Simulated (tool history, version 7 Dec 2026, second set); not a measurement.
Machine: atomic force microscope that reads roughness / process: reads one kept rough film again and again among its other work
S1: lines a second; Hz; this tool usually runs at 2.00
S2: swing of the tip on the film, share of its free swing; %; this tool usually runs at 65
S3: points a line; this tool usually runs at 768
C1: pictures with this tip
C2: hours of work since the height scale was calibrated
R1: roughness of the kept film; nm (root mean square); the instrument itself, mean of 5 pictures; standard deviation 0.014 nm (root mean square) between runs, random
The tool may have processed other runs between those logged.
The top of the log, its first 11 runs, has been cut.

run 12 day=20.200 | S1=2.00 S2=65 S3=768 | C1=155 C2=1550 | R1=3.081
run 13 day=21.404 | S1=2.00 S2=65 S3=768 | C1=189 C2=1567 | R1=3.022
run 14 day=24.121 | S1=2.00 S2=65 S3=768 | C1=266 C2=1605 | R1=2.915
-- day=24.292 new tip fitted
run 15 day=25.438 | S1=0.92 S2=65 S3=768 | C1=33 C2=1622 | R1=3.385
-- day=25.717 height scale calibrated on a step standard
run 16 day=26.904 | S1=0.92 S2=65 S3=768 | C1=73 C2=16 | R1=3.350
run 17 day=29.025 | S1=1.14 S2=65 S3=768 | C1=133 C2=46 | R1=3.171
-- day=30.438 height scale calibrated on a step standard, once more
run 18 day=31.212 | S1=1.29 S2=66 S3=802 | C1=194 C2=11 | R1=3.042
run 19 day=33.233 | S1=0.56 S2=80 S3=877 | C1=251 C2=39 | R1=2.923
-- day=33.929 new tip fitted
run 20 day=35.938 | S1=2.00 S2=65 S3=718 | C1=57 C2=76 | R1=3.203
run 21 day=38.433 | S1=1.10 S2=65 S3=831 | C1=128 C2=110 | R1=3.179
run 22 day=39.650 | S1=0.75 S2=60 S3=675 | C1=163 C2=127 | R1=3.175
run 23 day=41.546 | S1=0.75 S2=60 S3=675 | C1=216 C2=153 | R1=3.088
run 24 day=42.996 | S1=0.64 S2=56 S3=528 | C1=257 C2=173 | R1=3.035
-- day=43.504 new tip fitted
run 25 day=45.342 | S1=0.64 S2=56 S3=528 | C1=52 C2=206 | R1=3.374
run 26 day=47.296 | S1=2.13 S2=65 S3=768 | C1=108 C2=233 | R1=3.109
run 27 day=49.083 | S1=2.13 S2=65 S3=768 | C1=159 C2=257 | R1=3.022
run 28 day=51.817 | S1=2.13 S2=65 S3=768 | C1=236 C2=295 | R1=2.877
-- day=53.079 new tip fitted
run 29 day=54.133 | S1=2.13 S2=65 S3=768 | C1=30 C2=327 | R1=3.271
run 30 day=56.196 | S1=3.29 S2=59 S3=414 | C1=89 C2=355 | R1=3.134
run 31 day=57.738 | S1=3.29 S2=59 S3=404 | C1=132 C2=377 | R1=3.067
run 32 day=59.404 | S1=1.14 S2=65 S3=768 | C1=180 C2=400 | R1=3.084

Alternative continuations, all from the tool just after run 32; predict every row:
run A day=60.862 | S1=2.00 S2=67 S3=334 | C1=221 C2=420 | R1=?
run B day=60.862 | S1=2.35 S2=60 S3=1001 | C1=221 C2=420 | R1=?
run C day=60.862 | S1=2.00 S2=65 S3=693 | C1=221 C2=420 | R1=?
run D day=60.862 | S1=0.86 S2=84 S3=311 | C1=221 C2=420 | R1=?

run=A R1=2.909
run=B R1=2.986
run=C R1=2.956
run=D R1=2.897
Take away the tool's hidden state, keep each run's random variation, and the runs would have read:
run=A R1=3.277
run=B R1=3.362
run=C R1=3.329
run=D R1=3.262
